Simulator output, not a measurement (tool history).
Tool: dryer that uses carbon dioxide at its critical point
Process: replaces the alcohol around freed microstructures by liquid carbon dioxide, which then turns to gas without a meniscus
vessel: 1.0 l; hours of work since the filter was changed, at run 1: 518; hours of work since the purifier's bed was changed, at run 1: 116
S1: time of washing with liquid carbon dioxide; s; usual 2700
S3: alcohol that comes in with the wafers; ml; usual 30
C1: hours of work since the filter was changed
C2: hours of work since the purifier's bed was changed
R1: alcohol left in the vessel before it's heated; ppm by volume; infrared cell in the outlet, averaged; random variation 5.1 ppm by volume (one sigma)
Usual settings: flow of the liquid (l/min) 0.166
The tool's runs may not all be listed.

Run 1, hour 0.0: usual settings; C1 518; C2 116. Result: R1 129 ppm by volume.
Run 2, hour 5.1: usual settings; C1 521; C2 119. Result: R1 129 ppm by volume.
Run 3, hour 8.9: usual settings; C1 523; C2 121. Result: R1 141 ppm by volume.
Run 4, hour 13.7: usual settings; C1 526; C2 123. Result: R1 134 ppm by volume.
Run 5, hour 20.7: usual settings; C1 529; C2 127. Result: R1 126 ppm by volume.
Run 6, hour 26.8: usual settings; C1 533; C2 130. Result: R1 130 ppm by volume.
Run 7, hour 31.0: usual settings; C1 535; C2 132. Result: R1 133 ppm by volume.
Run 8, hour 36.1: usual settings but S1 2880 s; C1 538; C2 135. Result: R1 105 ppm by volume.
Run 9, hour 43.6: usual settings but S1 2880 s; C1 542; C2 139. Result: R1 99 ppm by volume.
Run 10, hour 49.2: usual settings but S1 2880 s; C1 545; C2 142. Result: R1 102 ppm by volume.
At hour 54.6: inlet filter changed.
Run 11, hour 55.6: usual settings but S1 2880 s; C1 1; C2 145. Result: R1 69 ppm by volume.
Run 12, hour 61.8: usual settings but S1 2880 s; C1 4; C2 149. Result: R1 67 ppm by volume.
Run 13, hour 69.9: usual settings; C1 8; C2 153. Result: R1 90 ppm by volume.
Run 14, hour 78.5: usual settings; C1 13; C2 157. Result: R1 88 ppm by volume.
Run 15, hour 82.8: usual settings but flow of the liquid (l/min) 0.179; C1 15; C2 160. Result: R1 65 ppm by volume.
Run 16, hour 88.9: usual settings but S1 4020 s, flow of the liquid (l/min) 0.143; C1 18; C2 163. Result: R1 34 ppm by volume.
Run 17, hour 95.8: usual settings but S1 4020 s, flow of the liquid (l/min) 0.143; C1 22; C2 167. Result: R1 34 ppm by volume.
Run 18, hour 104.3: usual settings but S1 4020 s, flow of the liquid (l/min) 0.143; C1 27; C2 171. Result: R1 31 ppm by volume.
Run 19, hour 109.9: usual settings but S1 3240 s, flow of the liquid (l/min) 0.111, S3 95 ml; C1 30; C2 174. Result: R1 864 ppm by volume.
Run 20, hour 113.8: usual settings but S1 3240 s, flow of the liquid (l/min) 0.201, S3 43 ml; C1 32; C2 176. Result: R1 28 ppm by volume.
Run 21, hour 119.1: usual settings but S1 2580 s, flow of the liquid (l/min) 0.196, S3 78 ml; C1 35; C2 179. Result: R1 105 ppm by volume.
Run 22, hour 127.7: usual settings but S1 2880 s, S3 97 ml; C1 39; C2 184. Result: R1 188 ppm by volume.
Run 23, hour 136.3: usual settings but S1 1800 s, flow of the liquid (l/min) 0.108, S3 46 ml; C1 44; C2 188. Result: R1 3834 ppm by volume.
Run 24, hour 142.1: usual settings but S1 2100 s, flow of the liquid (l/min) 0.201, S3 46 ml; C1 47; C2 192. Result: R1 180 ppm by volume.
Run 25, hour 148.2: usual settings but S1 4140 s, flow of the liquid (l/min) 0.100; C1 50; C2 195. Result: R1 156 ppm by volume.
Run 26, hour 152.1: usual settings but S1 1980 s, flow of the liquid (l/min) 0.101, S3 28 ml; C1 52; C2 197. Result: R1 2082 ppm by volume.
Run 27, hour 156.5: usual settings but S1 4260 s, flow of the liquid (l/min) 0.124, S3 77 ml; C1 55; C2 199. Result: R1 92 ppm by volume.
Run 28, hour 164.0: usual settings but S1 4260 s, flow of the liquid (l/min) 0.124, S3 77 ml; C1 59; C2 203. Result: R1 99 ppm by volume.
Run 29, hour 171.5: usual settings but S1 2880 s, flow of the liquid (l/min) 0.110, S3 77 ml; C1 63; C2 207. Result: R1 1279 ppm by volume.

The same runs without the tool's hidden state, with the same run-to-run variation:
The hidden state here: flow that reaches the vessel past the clogged filter, %; alcohol in the recycled carbon dioxide, ppm; drift of the gauge itself on alcohol_ppm, %.
run    R1
  1    74
  2    75
  3    87
  4    80
  5    70
  6    74
  7    77
  8    61
  9    54
 10    57
 11    58
 12    56
 13    78
 14    76
 15    52
 16    22
 17    22
 18    18
 19   831
 20    15
 21    88
 22   167
 23  3748
 24   159
 25   137
 26  2021
 27    73
 28    80
 29  1212

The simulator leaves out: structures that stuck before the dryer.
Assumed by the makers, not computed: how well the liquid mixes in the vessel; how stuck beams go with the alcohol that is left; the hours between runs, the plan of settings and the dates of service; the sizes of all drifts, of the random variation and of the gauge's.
